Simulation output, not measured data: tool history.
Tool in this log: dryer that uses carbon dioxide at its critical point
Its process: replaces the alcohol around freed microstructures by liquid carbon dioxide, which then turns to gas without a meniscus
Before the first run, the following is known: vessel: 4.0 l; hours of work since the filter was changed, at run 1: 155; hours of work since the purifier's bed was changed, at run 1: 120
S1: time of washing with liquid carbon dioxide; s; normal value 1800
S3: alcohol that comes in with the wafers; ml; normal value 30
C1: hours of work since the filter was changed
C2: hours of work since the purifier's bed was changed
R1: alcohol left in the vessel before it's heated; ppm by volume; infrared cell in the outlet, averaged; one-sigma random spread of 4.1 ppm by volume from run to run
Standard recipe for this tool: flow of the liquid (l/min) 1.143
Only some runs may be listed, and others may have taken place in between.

run 1 day=0.000 | S1=1800 flow_of_the_liquid_(l/min)=1.143 S3=30 | C1=155 C2=120 | R1=17
run 2 day=1.671 | S1=1800 flow_of_the_liquid_(l/min)=1.143 S3=30 | C1=171 C2=136 | R1=21
run 3 day=3.221 | S1=1800 flow_of_the_liquid_(l/min)=0.870 S3=30 | C1=186 C2=151 | R1=32
run 4 day=5.475 | S1=1800 flow_of_the_liquid_(l/min)=0.870 S3=30 | C1=207 C2=173 | R1=33
run 5 day=7.796 | S1=1800 flow_of_the_liquid_(l/min)=1.143 S3=30 | C1=230 C2=195 | R1=21
run 6 day=10.117 | S1=1800 flow_of_the_liquid_(l/min)=1.143 S3=30 | C1=252 C2=217 | R1=29
run 7 day=11.233 | S1=1800 flow_of_the_liquid_(l/min)=1.143 S3=20 | C1=262 C2=228 | R1=19
run 8 day=12.483 | S1=1800 flow_of_the_liquid_(l/min)=1.143 S3=20 | C1=274 C2=240 | R1=29
run 9 day=14.208 | S1=1800 flow_of_the_liquid_(l/min)=1.143 S3=20 | C1=291 C2=256 | R1=19
run 10 day=16.546 | S1=1800 flow_of_the_liquid_(l/min)=1.143 S3=20 | C1=313 C2=279 | R1=22
run 11 day=18.229 | S1=1080 flow_of_the_liquid_(l/min)=1.140 S3=86 | C1=329 C2=295 | R1=205
run 12 day=19.596 | S1=1800 flow_of_the_liquid_(l/min)=1.210 S3=30 | C1=342 C2=308 | R1=31
run 13 day=21.488 | S1=2400 flow_of_the_liquid_(l/min)=1.830 S3=30 | C1=360 C2=326 | R1=22
run 14 day=23.154 | S1=1800 flow_of_the_liquid_(l/min)=1.570 S3=30 | C1=376 C2=342 | R1=23
run 15 day=24.242 | S1=1800 flow_of_the_liquid_(l/min)=1.570 S3=30 | C1=387 C2=352 | R1=21

Run 16 has not been measured yet. What should we expect?
run 16 day=26.638 | S1=2700 flow_of_the_liquid_(l/min)=0.740 S3=68 | C1=410 C2=375 | R1=?

{"run 16": {"R1": 30}}
The same run, on a tool lacking any hidden state, would have yielded R1 3 ppm by volume.
